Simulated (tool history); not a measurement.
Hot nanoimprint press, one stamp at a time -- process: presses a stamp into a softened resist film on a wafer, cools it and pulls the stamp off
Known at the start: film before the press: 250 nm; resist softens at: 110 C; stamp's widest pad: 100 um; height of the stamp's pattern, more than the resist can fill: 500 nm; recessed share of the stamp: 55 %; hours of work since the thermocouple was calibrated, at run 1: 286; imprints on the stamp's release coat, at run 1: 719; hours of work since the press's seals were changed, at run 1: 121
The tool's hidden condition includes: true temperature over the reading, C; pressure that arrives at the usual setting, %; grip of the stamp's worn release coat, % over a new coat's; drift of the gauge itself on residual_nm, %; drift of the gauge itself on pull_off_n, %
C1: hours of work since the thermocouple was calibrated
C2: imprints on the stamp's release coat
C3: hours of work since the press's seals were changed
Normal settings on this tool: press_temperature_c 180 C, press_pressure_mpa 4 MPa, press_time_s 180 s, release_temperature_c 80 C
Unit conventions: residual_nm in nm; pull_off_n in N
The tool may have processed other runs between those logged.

{"run": 1, "hour": 0.0, "press_temperature_c": 180, "press_pressure_mpa": 4, "press_time_s": 180, "release_temperature_c": 80, "C1": 286, "C2": 719, "C3": 121, "residual_nm": 127.8, "pull_off_n": 226}
{"run": 2, "hour": 50.6, "press_temperature_c": 180, "press_pressure_mpa": 4, "press_time_s": 180, "release_temperature_c": 80, "C1": 326, "C2": 870, "C3": 161, "residual_nm": 128, "pull_off_n": 228}
{"run": 3, "hour": 123.0, "press_temperature_c": 180, "press_pressure_mpa": 4, "press_time_s": 180, "release_temperature_c": 80, "C1": 383, "C2": 1085, "C3": 218, "residual_nm": 129.1, "pull_off_n": 239}
{"run": 4, "hour": 195.1, "press_temperature_c": 180, "press_pressure_mpa": 4, "press_time_s": 180, "release_temperature_c": 80, "C1": 440, "C2": 1299, "C3": 275, "residual_nm": 130.9, "pull_off_n": 255}
{"hour": 227.2, "done": "plate thermocouple calibrated"}
{"hour": 253.1, "done": "stamp cleaned and given a new release coat"}
{"run": 5, "hour": 295.8, "press_temperature_c": 180, "press_pressure_mpa": 4, "press_time_s": 180, "release_temperature_c": 80, "C1": 49, "C2": 127, "C3": 348, "residual_nm": 133.7, "pull_off_n": 188}
{"run": 6, "hour": 336.4, "press_temperature_c": 181, "press_pressure_mpa": 4, "press_time_s": 180, "release_temperature_c": 80, "C1": 82, "C2": 247, "C3": 380, "residual_nm": 130.1, "pull_off_n": 198}
{"run": 7, "hour": 399.9, "press_temperature_c": 169, "press_pressure_mpa": 4, "press_time_s": 180, "release_temperature_c": 80, "C1": 132, "C2": 436, "C3": 430, "residual_nm": 176.6, "pull_off_n": 208}
{"run": 8, "hour": 440.5, "press_temperature_c": 177, "press_pressure_mpa": 4, "press_time_s": 180, "release_temperature_c": 80, "C1": 164, "C2": 557, "C3": 462, "residual_nm": 146.1, "pull_off_n": 216}
{"hour": 516.1, "done": "press's hydraulic seals changed and the load cell set to zero"}
{"run": 9, "hour": 521.1, "press_temperature_c": 177, "press_pressure_mpa": 4, "press_time_s": 180, "release_temperature_c": 80, "C1": 221, "C2": 773, "C3": 4, "residual_nm": 145.1, "pull_off_n": 223}
{"run": 10, "hour": 572.7, "press_temperature_c": 180, "press_pressure_mpa": 4, "press_time_s": 180, "release_temperature_c": 80, "C1": 262, "C2": 926, "C3": 45, "residual_nm": 134.2, "pull_off_n": 233}
{"hour": 630.2, "done": "plate thermocouple calibrated, once more"}
{"run": 11, "hour": 667.5, "press_temperature_c": 180, "press_pressure_mpa": 4, "press_time_s": 180, "release_temperature_c": 68, "C1": 29, "C2": 1199, "C3": 117, "residual_nm": 126.2, "pull_off_n": 265}
{"run": 12, "hour": 735.5, "press_temperature_c": 180, "press_pressure_mpa": 4, "press_time_s": 180, "release_temperature_c": 68, "C1": 83, "C2": 1401, "C3": 171, "residual_nm": 126.9, "pull_off_n": 285}
{"hour": 759.2, "done": "stamp cleaned and given a new release coat"}
{"run": 13, "hour": 838.7, "press_temperature_c": 180, "press_pressure_mpa": 4, "press_time_s": 180, "release_temperature_c": 68, "C1": 160, "C2": 236, "C3": 248, "residual_nm": 128.3, "pull_off_n": 223}
{"run": 14, "hour": 882.0, "press_temperature_c": 180, "press_pressure_mpa": 4, "press_time_s": 200, "release_temperature_c": 80, "C1": 194, "C2": 365, "C3": 282, "residual_nm": 123.2, "pull_off_n": 201}
{"run": 15, "hour": 936.0, "press_temperature_c": 180, "press_pressure_mpa": 4, "press_time_s": 200, "release_temperature_c": 80, "C1": 237, "C2": 525, "C3": 324, "residual_nm": 124.2, "pull_off_n": 213}
{"run": 16, "hour": 1021.3, "press_temperature_c": 180, "press_pressure_mpa": 4, "press_time_s": 180, "release_temperature_c": 83, "C1": 304, "C2": 779, "C3": 392, "residual_nm": 129.6, "pull_off_n": 220}
{"run": 17, "hour": 1106.5, "press_temperature_c": 180, "press_pressure_mpa": 4, "press_time_s": 180, "release_temperature_c": 83, "C1": 371, "C2": 1032, "C3": 459, "residual_nm": 130.7, "pull_off_n": 228}
{"hour": 1183.3, "done": "press's hydraulic seals changed and the load cell set to zero"}
{"run": 18, "hour": 1194.0, "press_temperature_c": 176, "press_pressure_mpa": 6.38, "press_time_s": 125, "release_temperature_c": 79, "C1": 434, "C2": 1268, "C3": 8, "residual_nm": 134.8, "pull_off_n": 254}
{"hour": 1229.8, "done": "plate thermocouple calibrated"}
{"hour": 1264.0, "done": "stamp cleaned and given a new release coat"}
{"run": 19, "hour": 1298.5, "press_temperature_c": 172, "press_pressure_mpa": 5.02, "press_time_s": 265, "release_temperature_c": 87, "C1": 49, "C2": 102, "C3": 84, "residual_nm": 126.8, "pull_off_n": 185}
{"run": 20, "hour": 1366.1, "press_temperature_c": 172, "press_pressure_mpa": 5.02, "press_time_s": 265, "release_temperature_c": 87, "C1": 103, "C2": 303, "C3": 137, "residual_nm": 126.1, "pull_off_n": 192}
{"run": 21, "hour": 1437.2, "press_temperature_c": 186, "press_pressure_mpa": 2.76, "press_time_s": 180, "release_temperature_c": 67, "C1": 159, "C2": 515, "C3": 193, "residual_nm": 125.6, "pull_off_n": 228}
{"run": 22, "hour": 1530.0, "press_temperature_c": 186, "press_pressure_mpa": 2.76, "press_time_s": 103, "release_temperature_c": 67, "C1": 232, "C2": 791, "C3": 267, "residual_nm": 151.4, "pull_off_n": 257}
{"run": 23, "hour": 1612.3, "press_temperature_c": 186, "press_pressure_mpa": 2.76, "press_time_s": 103, "release_temperature_c": 67, "C1": 297, "C2": 1035, "C3": 332, "residual_nm": 152.5, "pull_off_n": 262}
{"run": 24, "hour": 1700.4, "press_temperature_c": 180, "press_pressure_mpa": 4, "press_time_s": 180, "release_temperature_c": 85, "C1": 367, "C2": 1297, "C3": 401, "residual_nm": 129, "pull_off_n": 241}
{"hour": 1752.3, "done": "stamp cleaned and given a new release coat"}
{"run": 25, "hour": 1782.3, "press_temperature_c": 180, "press_pressure_mpa": 4, "press_time_s": 180, "release_temperature_c": 85, "C1": 427, "C2": 90, "C3": 461, "residual_nm": 129.6, "pull_off_n": 189}
{"hour": 1833.4, "done": "plate thermocouple calibrated"}
{"hour": 1854.7, "done": "press's hydraulic seals changed and the load cell set to zero"}
{"run": 26, "hour": 1856.4, "press_temperature_c": 179, "press_pressure_mpa": 4.35, "press_time_s": 142, "release_temperature_c": 80, "C1": 12, "C2": 277, "C3": 1, "residual_nm": 135.1, "pull_off_n": 198}
{"run": 27, "hour": 1906.4, "press_temperature_c": 179, "press_pressure_mpa": 4.35, "press_time_s": 276, "release_temperature_c": 70, "C1": 51, "C2": 426, "C3": 41, "residual_nm": 106.4, "pull_off_n": 226}
{"run": 28, "hour": 1993.7, "press_temperature_c": 179, "press_pressure_mpa": 4.35, "press_time_s": 276, "release_temperature_c": 70, "C1": 120, "C2": 685, "C3": 110, "residual_nm": 108.2, "pull_off_n": 239}

What if the next run were any one of these 3? Each begins from the tool's condition after run 28:
{"run": "A", "hour": 2078.1, "press_temperature_c": 171, "press_pressure_mpa": 4, "press_time_s": 108, "release_temperature_c": 80, "C1": 187, "C2": 936, "C3": 176, "residual_nm": "?", "pull_off_n": "?"}
{"run": "B", "hour": 2078.1, "press_temperature_c": 187, "press_pressure_mpa": 5.31, "press_time_s": 276, "release_temperature_c": 74, "C1": 187, "C2": 936, "C3": 176, "residual_nm": "?", "pull_off_n": "?"}
{"run": "C", "hour": 2078.1, "press_temperature_c": 179, "press_pressure_mpa": 6.19, "press_time_s": 276, "release_temperature_c": 81, "C1": 187, "C2": 936, "C3": 176, "residual_nm": "?", "pull_off_n": "?"}

run=A residual_nm=184.6 pull_off_n=238
run=B residual_nm=77.2 pull_off_n=232
run=C residual_nm=91.2 pull_off_n=230
What these runs would have given with no unlogged condition in the tool:
run=A residual_nm=182.2 pull_off_n=193
run=B residual_nm=75.4 pull_off_n=189
run=C residual_nm=88.9 pull_off_n=187
